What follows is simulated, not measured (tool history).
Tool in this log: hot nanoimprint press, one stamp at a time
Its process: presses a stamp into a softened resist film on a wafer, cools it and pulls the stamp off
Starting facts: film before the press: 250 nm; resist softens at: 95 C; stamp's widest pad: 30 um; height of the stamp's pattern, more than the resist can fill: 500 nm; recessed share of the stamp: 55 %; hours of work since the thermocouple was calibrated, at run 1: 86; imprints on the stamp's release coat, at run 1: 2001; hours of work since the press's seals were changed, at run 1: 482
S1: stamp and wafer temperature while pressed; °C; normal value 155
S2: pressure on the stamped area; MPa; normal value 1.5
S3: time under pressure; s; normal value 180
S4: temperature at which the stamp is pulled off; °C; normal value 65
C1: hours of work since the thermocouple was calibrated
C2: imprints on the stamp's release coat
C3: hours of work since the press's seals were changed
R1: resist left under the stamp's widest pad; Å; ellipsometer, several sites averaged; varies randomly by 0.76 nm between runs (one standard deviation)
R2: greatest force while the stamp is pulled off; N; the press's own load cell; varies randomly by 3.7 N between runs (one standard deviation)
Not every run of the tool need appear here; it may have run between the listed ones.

{"run": 1, "hour": 0.0, "S1": 155, "S2": 1.5, "S3": 180, "S4": 65, "C1": 86, "C2": 2001, "C3": 482, "R1": 1485, "R2": 200}
{"run": 2, "hour": 34.3, "S1": 161, "S2": 1.5, "S3": 180, "S4": 65, "C1": 100, "C2": 2049, "C3": 496, "R1": 1151, "R2": 210}
{"run": 3, "hour": 59.5, "S1": 161, "S2": 1.5, "S3": 180, "S4": 65, "C1": 110, "C2": 2084, "C3": 507, "R1": 1164, "R2": 199}
{"run": 4, "hour": 95.0, "S1": 161, "S2": 1.5, "S3": 180, "S4": 65, "C1": 125, "C2": 2133, "C3": 521, "R1": 1160, "R2": 208}
{"run": 5, "hour": 120.7, "S1": 166, "S2": 1.5, "S3": 180, "S4": 65, "C1": 136, "C2": 2169, "C3": 532, "R1": 923, "R2": 201}
{"run": 6, "hour": 141.5, "S1": 155, "S2": 2.02, "S3": 180, "S4": 65, "C1": 144, "C2": 2198, "C3": 541, "R1": 1304, "R2": 202}
{"hour": 150.3, "done": "stamp cleaned and given a new release coat"}
{"run": 7, "hour": 164.4, "S1": 155, "S2": 1.5, "S3": 270, "S4": 65, "C1": 151, "C2": 20, "C3": 548, "R1": 1336, "R2": 208}
{"run": 8, "hour": 189.6, "S1": 155, "S2": 1.5, "S3": 180, "S4": 52, "C1": 162, "C2": 55, "C3": 558, "R1": 1508, "R2": 249}
{"run": 9, "hour": 209.6, "S1": 155, "S2": 1.5, "S3": 180, "S4": 52, "C1": 170, "C2": 82, "C3": 566, "R1": 1506, "R2": 240}
{"run": 10, "hour": 242.7, "S1": 155, "S2": 1.5, "S3": 180, "S4": 52, "C1": 184, "C2": 128, "C3": 580, "R1": 1500, "R2": 248}
{"run": 11, "hour": 273.5, "S1": 155, "S2": 1.5, "S3": 180, "S4": 52, "C1": 196, "C2": 171, "C3": 593, "R1": 1510, "R2": 240}
{"run": 12, "hour": 309.3, "S1": 155, "S2": 1.5, "S3": 180, "S4": 52, "C1": 211, "C2": 221, "C3": 607, "R1": 1501, "R2": 235}
{"run": 13, "hour": 337.3, "S1": 155, "S2": 1.5, "S3": 180, "S4": 52, "C1": 223, "C2": 260, "C3": 619, "R1": 1520, "R2": 239}
{"run": 14, "hour": 371.6, "S1": 155, "S2": 1.5, "S3": 180, "S4": 52, "C1": 237, "C2": 308, "C3": 633, "R1": 1509, "R2": 243}
{"run": 15, "hour": 401.3, "S1": 155, "S2": 1.71, "S3": 180, "S4": 65, "C1": 249, "C2": 349, "C3": 645, "R1": 1421, "R2": 200}
{"run": 16, "hour": 430.9, "S1": 155, "S2": 1.71, "S3": 133, "S4": 65, "C1": 261, "C2": 390, "C3": 658, "R1": 1571, "R2": 199}
{"run": 17, "hour": 455.1, "S1": 155, "S2": 1.5, "S3": 180, "S4": 65, "C1": 271, "C2": 424, "C3": 668, "R1": 1520, "R2": 205}
{"run": 18, "hour": 481.8, "S1": 155, "S2": 1.5, "S3": 180, "S4": 65, "C1": 283, "C2": 461, "C3": 679, "R1": 1533, "R2": 206}
{"run": 19, "hour": 522.1, "S1": 158, "S2": 1.5, "S3": 133, "S4": 65, "C1": 299, "C2": 517, "C3": 695, "R1": 1474, "R2": 208}

What if the next run were any one of these 5? Each begins from the tool's condition after run 19:
{"run": "A", "hour": 556.3, "S1": 158, "S2": 1.29, "S3": 141, "S4": 65, "C1": 313, "C2": 564, "C3": 710, "R1": "?", "R2": "?"}
{"run": "B", "hour": 556.3, "S1": 162, "S2": 1.5, "S3": 183, "S4": 66, "C1": 313, "C2": 564, "C3": 710, "R1": "?", "R2": "?"}
{"run": "C", "hour": 556.3, "S1": 161, "S2": 1.5, "S3": 133, "S4": 65, "C1": 313, "C2": 564, "C3": 710, "R1": "?", "R2": "?"}
{"run": "D", "hour": 556.3, "S1": 155, "S2": 1.5, "S3": 174, "S4": 65, "C1": 313, "C2": 564, "C3": 710, "R1": "?", "R2": "?"}
{"run": "E", "hour": 556.3, "S1": 144, "S2": 1.5, "S3": 212, "S4": 72, "C1": 313, "C2": 564, "C3": 710, "R1": "?", "R2": "?"}

run=A R1=1555 R2=207
run=B R1=1121 R2=198
run=C R1=1320 R2=202
run=D R1=1539 R2=207
run=E R1=2152 R2=181
Stripped of hidden state, with their random variation kept, the same runs would have yielded:
run=A R1=1521 R2=206
run=B R1=1097 R2=197
run=C R1=1292 R2=201
run=D R1=1506 R2=207
run=E R1=2104 R2=181
